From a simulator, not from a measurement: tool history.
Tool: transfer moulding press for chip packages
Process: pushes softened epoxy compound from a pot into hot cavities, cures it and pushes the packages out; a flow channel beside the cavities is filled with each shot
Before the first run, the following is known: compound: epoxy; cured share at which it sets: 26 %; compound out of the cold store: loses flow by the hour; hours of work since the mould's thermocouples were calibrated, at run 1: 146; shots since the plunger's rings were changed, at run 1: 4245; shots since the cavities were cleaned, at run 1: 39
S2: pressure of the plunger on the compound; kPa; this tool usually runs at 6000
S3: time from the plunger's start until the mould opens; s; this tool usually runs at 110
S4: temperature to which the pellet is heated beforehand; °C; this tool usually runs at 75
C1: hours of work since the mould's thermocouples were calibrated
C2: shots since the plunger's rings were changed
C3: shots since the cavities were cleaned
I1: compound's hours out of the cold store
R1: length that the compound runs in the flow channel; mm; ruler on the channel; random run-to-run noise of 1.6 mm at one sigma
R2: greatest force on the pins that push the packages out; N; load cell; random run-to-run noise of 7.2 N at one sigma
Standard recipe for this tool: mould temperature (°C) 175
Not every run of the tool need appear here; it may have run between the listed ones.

run 1 hour=0 | mould_temperature_(°C)=175 S2=6000 S3=110 S4=75 | C1=146 C2=4245 C3=39 | I1=45.8 | R1=714 R2=392
run 2 hour=6.8 | mould_temperature_(°C)=175 S2=5140 S3=110 S4=75 | C1=150 C2=4313 C3=107 | I1=12.7 | R1=749 R2=428
run 3 hour=13.7 | mould_temperature_(°C)=175 S2=5140 S3=110 S4=75 | C1=154 C2=4384 C3=178 | I1=44.1 | R1=664 R2=429
run 4 hour=22.4 | mould_temperature_(°C)=175 S2=5140 S3=110 S4=75 | C1=159 C2=4472 C3=266 | I1=33 | R1=693 R2=454
-- hour=27 plunger's sealing rings changed
run 5 hour=29.8 | mould_temperature_(°C)=175 S2=5140 S3=110 S4=75 | C1=162 C2=28 C3=315 | I1=13.4 | R1=774 R2=470
run 6 hour=36.1 | mould_temperature_(°C)=175 S2=5140 S3=122 S4=75 | C1=166 C2=92 C3=379 | I1=15.8 | R1=769 R2=445
-- hour=45.4 cavities cleaned with cleaning compound and waxed
run 7 hour=46.3 | mould_temperature_(°C)=175 S2=5140 S3=122 S4=75 | C1=171 C2=181 C3=9 | I1=47.2 | R1=683 R2=363
run 8 hour=52.3 | mould_temperature_(°C)=175 S2=6000 S3=110 S4=75 | C1=175 C2=241 C3=69 | I1=29.6 | R1=788 R2=421
run 9 hour=59.9 | mould_temperature_(°C)=175 S2=6000 S3=110 S4=75 | C1=179 C2=319 C3=147 | I1=44.2 | R1=741 R2=423
run 10 hour=70.1 | mould_temperature_(°C)=175 S2=6000 S3=110 S4=75 | C1=185 C2=422 C3=250 | I1=25.9 | R1=797 R2=469
run 11 hour=74.4 | mould_temperature_(°C)=175 S2=6000 S3=110 S4=75 | C1=188 C2=466 C3=294 | I1=30.9 | R1=782 R2=460
run 12 hour=85 | mould_temperature_(°C)=175 S2=6000 S3=110 S4=75 | C1=194 C2=573 C3=401 | I1=29.5 | R1=784 R2=492
-- hour=92.1 cavities cleaned with cleaning compound and waxed
run 13 hour=94.8 | mould_temperature_(°C)=175 S2=6000 S3=110 S4=75 | C1=199 C2=657 C3=27 | I1=36.9 | R1=763 R2=387
run 14 hour=101.6 | mould_temperature_(°C)=175 S2=6000 S3=110 S4=75 | C1=203 C2=726 C3=96 | I1=41.2 | R1=750 R2=414
run 15 hour=107.3 | mould_temperature_(°C)=174 S2=5340 S3=112 S4=75 | C1=206 C2=784 C3=154 | I1=11.2 | R1=795 R2=439
run 16 hour=117.3 | mould_temperature_(°C)=174 S2=5340 S3=112 S4=75 | C1=212 C2=885 C3=255 | I1=38.9 | R1=716 R2=474
run 17 hour=127.8 | mould_temperature_(°C)=177 S2=6000 S3=140 S4=75 | C1=218 C2=992 C3=362 | I1=25.3 | R1=786 R2=413
run 18 hour=135.4 | mould_temperature_(°C)=177 S2=6000 S3=140 S4=75 | C1=222 C2=1069 C3=439 | I1=16.7 | R1=813 R2=427
-- hour=138.5 cavities cleaned with cleaning compound and waxed
run 19 hour=146.3 | mould_temperature_(°C)=168 S2=6000 S3=110 S4=75 | C1=228 C2=1164 C3=79 | I1=21.4 | R1=832 R2=677
run 20 hour=151.8 | mould_temperature_(°C)=175 S2=7190 S3=124 S4=71 | C1=231 C2=1220 C3=135 | I1=12 | R1=910 R2=395

Predict each of these 3 candidate next runs independently; none follows another, all start after run 20:
run A hour=158.5 | mould_temperature_(°C)=175 S2=7030 S3=147 S4=79 | C1=235 C2=1287 C3=202 | I1=44.9 | R1=? R2=?
run B hour=158.5 | mould_temperature_(°C)=178 S2=7360 S3=110 S4=77 | C1=235 C2=1287 C3=202 | I1=32.4 | R1=? R2=?
run C hour=158.5 | mould_temperature_(°C)=183 S2=5630 S3=108 S4=71 | C1=235 C2=1287 C3=202 | I1=39.8 | R1=? R2=?

run=A R1=797 R2=382
run=B R1=842 R2=397
run=C R1=701 R2=386
Without the tool's unlogged condition, the same runs would have read:
run=A R1=807 R2=322
run=B R1=853 R2=336
run=C R1=711 R2=325
